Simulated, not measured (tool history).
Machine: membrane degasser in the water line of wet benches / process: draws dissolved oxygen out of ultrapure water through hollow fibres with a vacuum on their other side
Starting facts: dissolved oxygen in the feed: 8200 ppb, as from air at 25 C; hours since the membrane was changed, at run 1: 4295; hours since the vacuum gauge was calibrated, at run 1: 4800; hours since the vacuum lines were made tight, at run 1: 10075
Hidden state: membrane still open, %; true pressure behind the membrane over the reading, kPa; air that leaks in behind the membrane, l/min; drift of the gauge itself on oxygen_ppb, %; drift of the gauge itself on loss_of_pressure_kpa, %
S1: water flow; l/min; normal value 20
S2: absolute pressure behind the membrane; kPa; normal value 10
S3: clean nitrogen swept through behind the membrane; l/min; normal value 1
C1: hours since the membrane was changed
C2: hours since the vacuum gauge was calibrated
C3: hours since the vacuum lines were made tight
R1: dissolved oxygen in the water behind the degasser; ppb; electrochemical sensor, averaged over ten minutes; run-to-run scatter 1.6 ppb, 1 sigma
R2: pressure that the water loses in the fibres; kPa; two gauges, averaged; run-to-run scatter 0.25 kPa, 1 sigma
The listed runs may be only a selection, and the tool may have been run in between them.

run	hour	S1	S2	S3	C1	C2	C3	R1	R2
1	0	20	10	1	4295	4800	10075	316.8	70.12
2	117.7	20	10	0.49	4412	4918	10192	546.4	70.2
3	255.3	20	10	1	4550	5055	10330	318.8	70.25
4	361.4	20	10	1	4656	5161	10436	319.6	70.95
5	551.6	20	10	1	4846	5351	10626	320.6	71.1
6	705.5	20	10	1	5000	5505	10780	318.7	70.66
7	852.9	20	10	1	5148	5653	10927	321	70.97
# hour 948.8: vacuum gauge calibrated
8	1036	20	10	1	5330	87	11110	322.1	71.47
9	1123.2	14	10	1	5417	174	11197	234.6	49.99
10	1253.3	14	10	1	5547	305	11327	233.1	49.88
11	1335	20	10	1	5629	386	11409	320.8	71.59
12	1429.9	20	10	1	5724	481	11504	322	71.3
13	1538.2	20	10	1	5832	589	11612	319.1	71.22
14	1617.3	20	10	1	5911	668	11691	323.2	71.44
15	1812.6	20	10	1	6107	864	11887	325.2	71.3
# hour 1872.4: seals of the vacuum lines changed
# hour 1962.8: vacuum gauge calibrated, once more
16	1997.7	20	10	1	6289	35	125	308.9	71.62
17	2089.4	20	10	1	6381	127	216	308.4	70.98
18	2224.7	15	13.9	1	6516	262	352	365	53.86
19	2339	15	17.8	0.46	6631	376	466	909.8	53.63
20	2535.9	12	8	0.57	6827	573	663	224.8	42.92
21	2630.2	12	8	0.57	6922	667	757	224	42.87
22	2747.1	12	8	0.57	7039	784	874	224.2	42.88
23	2934.2	12	8	0.57	7226	971	1061	225	43.41
24	3095.2	12	8	0.57	7387	1132	1222	225	42.89
25	3228.9	12	8	2.6	7521	1266	1356	59.7	43.16
26	3335.4	12	19.6	0.47	7627	1373	1462	839.8	43.02
27	3491.6	20	14.6	1.6	7783	1529	1619	339.8	72.02
28	3654.6	16	14.5	1.42	7946	1692	1782	302	57.57
29	3816.2	24	6.6	0.84	8108	1853	1943	229.1	87.3
30	3976.5	13	10.7	0.88	8268	2014	2104	259.5	47.24
31	4057.2	20	10.7	1	8349	2094	2184	339.9	72.31
32	4223.3	20	10.7	1	8515	2261	2350	342.3	72.45
33	4399.3	18	23.1	1	8691	2437	2526	758.4	65.71

For each entry between runs, how does the tool's hidden state at the last listed run before it compare with that at the first listed run after it?
In the gap between runs 7 and 8: vacuum gauge calibrated (hour 948.8)
  membrane still open, %: 96.7 -> 96.6; true pressure behind the membrane over the reading, kPa: 0.1 -> 0.15; air that leaks in behind the membrane, l/min: 0.0276 -> 0.028
  measured result minus the result with no hidden state, R1: +13.2 -> +15.3 ppb; R2: +2.31 -> +2.4 kPa
In the gap between runs 15 and 16: seals of the vacuum lines changed (hour 1872.4); vacuum gauge calibrated, once more (hour 1962.8)
  membrane still open, %: 96.1 -> 96; true pressure behind the membrane over the reading, kPa: 0.16 -> -0.02; air that leaks in behind the membrane, l/min: 0.0298 -> 0.0028
  measured result minus the result with no hidden state, R1: +17 -> +2.9 ppb; R2: +2.75 -> +2.83 kPa
